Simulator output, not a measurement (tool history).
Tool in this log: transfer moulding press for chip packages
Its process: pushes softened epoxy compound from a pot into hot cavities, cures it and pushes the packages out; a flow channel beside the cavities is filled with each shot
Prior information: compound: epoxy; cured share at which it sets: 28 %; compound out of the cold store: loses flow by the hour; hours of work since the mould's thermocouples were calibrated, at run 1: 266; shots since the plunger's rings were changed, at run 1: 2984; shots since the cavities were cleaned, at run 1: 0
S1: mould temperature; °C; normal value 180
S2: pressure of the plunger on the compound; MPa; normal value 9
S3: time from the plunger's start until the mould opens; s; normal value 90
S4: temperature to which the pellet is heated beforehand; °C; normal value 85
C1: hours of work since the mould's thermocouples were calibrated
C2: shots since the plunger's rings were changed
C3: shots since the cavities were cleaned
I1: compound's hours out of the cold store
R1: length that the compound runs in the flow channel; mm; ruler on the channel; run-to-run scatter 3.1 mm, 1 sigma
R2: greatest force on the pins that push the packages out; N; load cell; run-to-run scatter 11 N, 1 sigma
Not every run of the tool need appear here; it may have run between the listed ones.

run,hour,S1,S2,S3,S4,C1,C2,C3,I1,R1,R2
1,0,180,9,90,85,266,2984,0,28.9,514,477
2,13.5,180,9,90,85,273,3111,127,15.1,541,497
3,29.1,180,9,90,85,281,3258,274,19.8,532,504
4,44.9,180,9,90,85,288,3407,423,47.2,466,505
5,58.6,180,9,90,85,295,3536,552,16.1,545,502
6,67.7,180,9,90,85,300,3622,638,23.9,527,501
7,85.9,178,9,90,85,309,3794,810,31.4,509,517
# hour 88.6: cavities cleaned with cleaning compound and waxed
8,99.4,180,9,90,85,315,3907,102,30.5,511,478
9,110.7,182,9,90,85,320,4013,208,19.5,530,462
10,122.2,179,9,90,85,326,4122,317,22.8,525,527
# hour 126.1: plunger's sealing rings changed
11,134.5,180,9,81,85,331,79,409,19,535,536
12,151,180,9,90,78,339,235,565,14.7,553,508
13,162.6,180,9,112,85,345,344,674,20.9,529,466
14,176.5,180,9,112,85,352,475,805,32.5,504,490
# hour 180.8: cavities cleaned with cleaning compound and waxed
15,195.4,180,8.86,90,85,361,640,138,47.2,465,487
16,207.9,180,8.86,90,85,367,758,256,9.4,559,495
17,225.2,180,9,106,85,375,921,419,34.3,496,453
18,242.5,180,9,106,85,384,1084,582,19,534,464
19,256,188,9,80,85,391,1211,709,20.5,524,477
# hour 269.4: cavities cleaned with cleaning compound and waxed
20,272.7,178,9,90,85,398,1355,31,44.6,477,506
21,290.8,174,9,90,88,407,1525,201,14.2,554,632
22,304.1,174,9,90,88,414,1651,327,17.8,551,641
23,321.4,176,7.1,111,85,423,1814,490,28.1,457,465
24,332.1,177,7.1,87,85,428,1915,591,16.6,485,588
25,342.9,180,8.5,89,85,433,2016,692,10.9,543,502
26,351.9,180,9,89,85,438,2101,777,10.1,563,516
# hour 359.2: cavities cleaned with cleaning compound and waxed
27,365.8,183,8.2,79,84,444,2218,62,31.6,482,497

Run 28 is up next; what results do you expect?
28,376.1,183,8.2,79,84,449,2316,160,25,?,?

R1: 492 mm
R2: 522 N
On a tool with no hidden condition, and with the same random variation, this run would have come out at R1 492 mm, R2 520 N.
